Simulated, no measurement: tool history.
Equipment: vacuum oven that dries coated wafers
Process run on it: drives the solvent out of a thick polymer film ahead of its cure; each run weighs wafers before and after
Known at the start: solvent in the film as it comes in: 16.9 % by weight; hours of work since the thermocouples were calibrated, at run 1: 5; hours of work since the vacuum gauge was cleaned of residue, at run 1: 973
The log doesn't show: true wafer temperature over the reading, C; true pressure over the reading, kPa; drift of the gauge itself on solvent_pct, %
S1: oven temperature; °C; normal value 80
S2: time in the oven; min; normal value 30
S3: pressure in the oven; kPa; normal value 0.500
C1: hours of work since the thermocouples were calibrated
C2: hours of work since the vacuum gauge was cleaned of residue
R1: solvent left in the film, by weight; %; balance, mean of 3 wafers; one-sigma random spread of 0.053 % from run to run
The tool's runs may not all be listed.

Run 1, hour 0.0: usual settings; C1 5; C2 973. Result: R1 1.67 %.
Run 2, hour 105.6: usual settings but S3 0.260 kPa; C1 75; C2 1043. Result: R1 1.71 %.
Run 3, hour 220.4: usual settings but S3 0.990 kPa; C1 150; C2 1119. Result: R1 1.83 %.
Run 4, hour 303.8: usual settings but S2 37 min, S3 0.990 kPa; C1 206; C2 1174. Result: R1 1.23 %.
Run 5, hour 368.4: usual settings but S2 45 min; C1 248; C2 1217. Result: R1 0.76 %.
At hour 463.2: vacuum gauge cleaned of residue and calibrated.
Run 6, hour 485.9: usual settings but S3 0.645 kPa; C1 325; C2 15. Result: R1 1.88 %.
Run 7, hour 554.9: usual settings but S1 83 °C, S3 0.645 kPa; C1 370; C2 61. Result: R1 1.34 %.
Run 8, hour 658.5: usual settings but S1 83 °C, S3 0.645 kPa; C1 439; C2 129. Result: R1 1.37 %.
At hour 672.9: vacuum gauge cleaned of residue and calibrated, once more.
Run 9, hour 708.8: usual settings but S1 71 °C; C1 471; C2 24. Result: R1 4.26 %.
Run 10, hour 792.3: usual settings; C1 526; C2 79. Result: R1 1.93 %.
Run 11, hour 877.3: usual settings; C1 582; C2 135. Result: R1 1.92 %.
Run 12, hour 982.7: usual settings; C1 652; C2 205. Result: R1 1.99 %.
Run 13, hour 1041.2: usual settings; C1 690; C2 243. Result: R1 2.08 %.
Run 14, hour 1129.0: usual settings but S2 29 min; C1 748; C2 301. Result: R1 2.21 %.
Run 15, hour 1231.9: usual settings but S2 29 min; C1 816; C2 369. Result: R1 2.29 %.
Run 16, hour 1340.3: usual settings but S2 29 min; C1 888; C2 441. Result: R1 2.22 %.
Run 17, hour 1416.8: usual settings but S2 29 min; C1 938; C2 491. Result: R1 2.21 %.
Run 18, hour 1487.7: usual settings but S1 82 °C, S2 29 min; C1 985; C2 538. Result: R1 1.82 %.
Run 19, hour 1540.5: usual settings but S1 82 °C, S2 29 min; C1 1020; C2 573. Result: R1 1.83 %.
Run 20, hour 1603.2: usual settings but S2 37 min; C1 1061; C2 614. Result: R1 1.48 %.
At hour 1680.2: oven's thermocouples calibrated.
Run 21, hour 1702.4: usual settings but S2 37 min; C1 15; C2 678. Result: R1 1.11 %.
Run 22, hour 1818.6: usual settings but S2 37 min; C1 91; C2 755. Result: R1 1.00 %.
Run 23, hour 1891.2: usual settings but S2 37 min; C1 139; C2 803. Result: R1 1.16 %.
Run 24, hour 1953.1: usual settings but S1 73 °C, S2 37 min, S3 0.330 kPa; C1 180; C2 844. Result: R1 2.58 %.
Run 25, hour 2023.4: usual settings but S1 73 °C, S2 37 min, S3 0.330 kPa; C1 227; C2 890. Result: R1 2.62 %.
Run 26, hour 2137.9: usual settings but S3 1.646 kPa; C1 302; C2 966. Result: R1 2.04 %.
Run 27, hour 2230.9: usual settings but S1 85 °C, S2 50 min, S3 1.646 kPa; C1 364; C2 1027. Result: R1 0.35 %.
Run 28, hour 2335.2: usual settings but S1 65 °C, S2 22 min, S3 0.543 kPa; C1 432; C2 1096. Result: R1 7.64 %.
Run 29, hour 2423.9: usual settings but S1 85 °C, S2 25 min; C1 491; C2 1155. Result: R1 1.57 %.
Run 30, hour 2473.7: usual settings but S3 1.861 kPa; C1 524; C2 1187. Result: R1 2.15 %.
Run 31, hour 2545.9: usual settings but S1 67 °C, S2 16 min, S3 1.409 kPa; C1 571; C2 1235. Result: R1 8.70 %.

Predict the results of run 32:
At hour 2609.9: vacuum gauge cleaned of residue and calibrated.
Run 32, hour 2653.0: usual settings but S1 67 °C, S2 16 min, S3 1.409 kPa; C1 641; C2 28. Result: R1 ?.

R1: 8.78 %
Take away the tool's hidden state, keep the run-to-run variation as it was, and the same run would have given R1 8.44 %.
